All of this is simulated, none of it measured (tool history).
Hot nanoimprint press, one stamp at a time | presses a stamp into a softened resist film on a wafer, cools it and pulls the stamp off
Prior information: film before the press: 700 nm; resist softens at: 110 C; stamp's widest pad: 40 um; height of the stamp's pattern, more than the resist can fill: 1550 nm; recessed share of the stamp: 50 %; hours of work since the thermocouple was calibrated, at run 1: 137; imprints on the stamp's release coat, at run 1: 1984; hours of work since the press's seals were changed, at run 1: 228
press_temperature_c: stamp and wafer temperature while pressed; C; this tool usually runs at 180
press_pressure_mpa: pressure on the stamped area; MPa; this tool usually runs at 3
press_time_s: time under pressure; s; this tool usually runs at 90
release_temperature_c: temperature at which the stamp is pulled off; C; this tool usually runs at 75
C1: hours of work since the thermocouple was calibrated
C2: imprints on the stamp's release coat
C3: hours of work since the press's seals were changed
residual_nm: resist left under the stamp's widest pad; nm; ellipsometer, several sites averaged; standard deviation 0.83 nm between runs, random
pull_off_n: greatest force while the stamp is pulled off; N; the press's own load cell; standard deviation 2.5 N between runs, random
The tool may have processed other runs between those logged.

run 1 day=0 | press_temperature_c=180 press_pressure_mpa=3 press_time_s=90 release_temperature_c=75 | C1=137 C2=1984 C3=228 | residual_nm=325.1 pull_off_n=231
run 2 day=0.408 | press_temperature_c=180 press_pressure_mpa=3 press_time_s=90 release_temperature_c=78 | C1=142 C2=2023 C3=234 | residual_nm=325.2 pull_off_n=218
run 3 day=0.788 | press_temperature_c=180 press_pressure_mpa=3 press_time_s=90 release_temperature_c=78 | C1=148 C2=2059 C3=239 | residual_nm=326 pull_off_n=222
run 4 day=1.225 | press_temperature_c=180 press_pressure_mpa=3 press_time_s=90 release_temperature_c=78 | C1=154 C2=2100 C3=245 | residual_nm=324.7 pull_off_n=217
run 5 day=1.708 | press_temperature_c=180 press_pressure_mpa=3 press_time_s=90 release_temperature_c=78 | C1=160 C2=2146 C3=252 | residual_nm=324.5 pull_off_n=218
run 6 day=2.167 | press_temperature_c=180 press_pressure_mpa=3 press_time_s=90 release_temperature_c=78 | C1=167 C2=2189 C3=258 | residual_nm=326.4 pull_off_n=222
run 7 day=2.575 | press_temperature_c=180 press_pressure_mpa=3 press_time_s=90 release_temperature_c=78 | C1=172 C2=2228 C3=264 | residual_nm=325.2 pull_off_n=223
run 8 day=3.117 | press_temperature_c=180 press_pressure_mpa=3 press_time_s=90 release_temperature_c=75 | C1=180 C2=2279 C3=271 | residual_nm=323.5 pull_off_n=235
run 9 day=3.638 | press_temperature_c=180 press_pressure_mpa=3 press_time_s=90 release_temperature_c=75 | C1=187 C2=2328 C3=278 | residual_nm=322.9 pull_off_n=237
-- day=3.95 stamp cleaned and given a new release coat
run 10 day=4.121 | press_temperature_c=187 press_pressure_mpa=3 press_time_s=90 release_temperature_c=75 | C1=190 C2=16 C3=282 | residual_nm=243.7 pull_off_n=186
run 11 day=4.471 | press_temperature_c=187 press_pressure_mpa=3 press_time_s=90 release_temperature_c=75 | C1=195 C2=49 C3=286 | residual_nm=245 pull_off_n=186
run 12 day=4.725 | press_temperature_c=187 press_pressure_mpa=3 press_time_s=48 release_temperature_c=75 | C1=198 C2=73 C3=290 | residual_nm=309.2 pull_off_n=188
run 13 day=5.246 | press_temperature_c=187 press_pressure_mpa=3 press_time_s=48 release_temperature_c=75 | C1=205 C2=122 C3=297 | residual_nm=307.7 pull_off_n=192
run 14 day=5.6 | press_temperature_c=187 press_pressure_mpa=3 press_time_s=48 release_temperature_c=75 | C1=210 C2=156 C3=302 | residual_nm=308.5 pull_off_n=188
run 15 day=5.938 | press_temperature_c=180 press_pressure_mpa=3 press_time_s=90 release_temperature_c=75 | C1=215 C2=188 C3=307 | residual_nm=322.8 pull_off_n=192
run 16 day=6.254 | press_temperature_c=180 press_pressure_mpa=3 press_time_s=49 release_temperature_c=75 | C1=219 C2=217 C3=311 | residual_nm=395.2 pull_off_n=189
run 17 day=6.496 | press_temperature_c=180 press_pressure_mpa=2.52 press_time_s=49 release_temperature_c=79 | C1=223 C2=240 C3=314 | residual_nm=423.1 pull_off_n=177
run 18 day=6.854 | press_temperature_c=181 press_pressure_mpa=4.68 press_time_s=47 release_temperature_c=75 | C1=228 C2=274 C3=319 | residual_nm=311.8 pull_off_n=191
run 19 day=7.208 | press_temperature_c=171 press_pressure_mpa=3.08 press_time_s=87 release_temperature_c=81 | C1=233 C2=308 C3=324 | residual_nm=455.6 pull_off_n=174
run 20 day=7.579 | press_temperature_c=179 press_pressure_mpa=2.14 press_time_s=49 release_temperature_c=67 | C1=238 C2=343 C3=329 | residual_nm=467.3 pull_off_n=223
run 21 day=8.062 | press_temperature_c=172 press_pressure_mpa=3.3 press_time_s=77 release_temperature_c=77 | C1=244 C2=388 C3=336 | residual_nm=442.4 pull_off_n=186
run 22 day=8.433 | press_temperature_c=178 press_pressure_mpa=3.3 press_time_s=77 release_temperature_c=77 | C1=249 C2=423 C3=341 | residual_nm=349.7 pull_off_n=186
run 23 day=8.904 | press_temperature_c=180 press_pressure_mpa=3 press_time_s=56 release_temperature_c=63 | C1=256 C2=468 C3=347 | residual_nm=375.9 pull_off_n=236
run 24 day=9.392 | press_temperature_c=180 press_pressure_mpa=3 press_time_s=144 release_temperature_c=77 | C1=263 C2=514 C3=354 | residual_nm=268.8 pull_off_n=187
run 25 day=9.838 | press_temperature_c=173 press_pressure_mpa=3 press_time_s=57 release_temperature_c=77 | C1=269 C2=556 C3=360 | residual_nm=477.5 pull_off_n=193
-- day=10.267 plate thermocouple calibrated
run 26 day=10.267 | press_temperature_c=171 press_pressure_mpa=1.83 press_time_s=57 release_temperature_c=77 | C1=0 C2=585 C3=364 | residual_nm=591.7 pull_off_n=195
run 27 day=10.683 | press_temperature_c=180 press_pressure_mpa=3 press_time_s=62 release_temperature_c=78 | C1=6 C2=624 C3=370 | residual_nm=374.6 pull_off_n=191
run 28 day=11.125 | press_temperature_c=186 press_pressure_mpa=3 press_time_s=109 release_temperature_c=69 | C1=12 C2=665 C3=376 | residual_nm=243.2 pull_off_n=229
run 29 day=11.629 | press_temperature_c=186 press_pressure_mpa=3 press_time_s=109 release_temperature_c=69 | C1=19 C2=713 C3=383 | residual_nm=243.5 pull_off_n=227

Had the tool no unlogged condition, and each run kept its random variation, what would the results have been?
The hidden state here: true temperature over the reading, C; pressure that arrives at the usual setting, %; grip of the stamp's worn release coat, % over a new coat's; drift of the gauge itself on residual_nm, %; drift of the gauge itself on pull_off_n, %.
run=1 residual_nm=329.3 pull_off_n=188
run=2 residual_nm=329.7 pull_off_n=177
run=3 residual_nm=330.8 pull_off_n=180
run=4 residual_nm=329.8 pull_off_n=175
run=5 residual_nm=329.8 pull_off_n=175
run=6 residual_nm=332.1 pull_off_n=178
run=7 residual_nm=331.1 pull_off_n=178
run=8 residual_nm=329.7 pull_off_n=187
run=9 residual_nm=329.4 pull_off_n=188
run=10 residual_nm=248.4 pull_off_n=188
run=11 residual_nm=249.9 pull_off_n=188
run=12 residual_nm=315.1 pull_off_n=189
run=13 residual_nm=313.9 pull_off_n=192
run=14 residual_nm=314.8 pull_off_n=187
run=15 residual_nm=330.6 pull_off_n=191
run=16 residual_nm=403.8 pull_off_n=187
run=17 residual_nm=432.1 pull_off_n=175
run=18 residual_nm=318.5 pull_off_n=188
run=19 residual_nm=466.4 pull_off_n=171
run=20 residual_nm=477.3 pull_off_n=217
run=21 residual_nm=453.6 pull_off_n=181
run=22 residual_nm=359.3 pull_off_n=180
run=23 residual_nm=385.9 pull_off_n=227
run=24 residual_nm=277.4 pull_off_n=179
run=25 residual_nm=489.6 pull_off_n=185
run=26 residual_nm=590.7 pull_off_n=182
run=27 residual_nm=372.4 pull_off_n=179
run=28 residual_nm=241.6 pull_off_n=213
run=29 residual_nm=242.2 pull_off_n=210
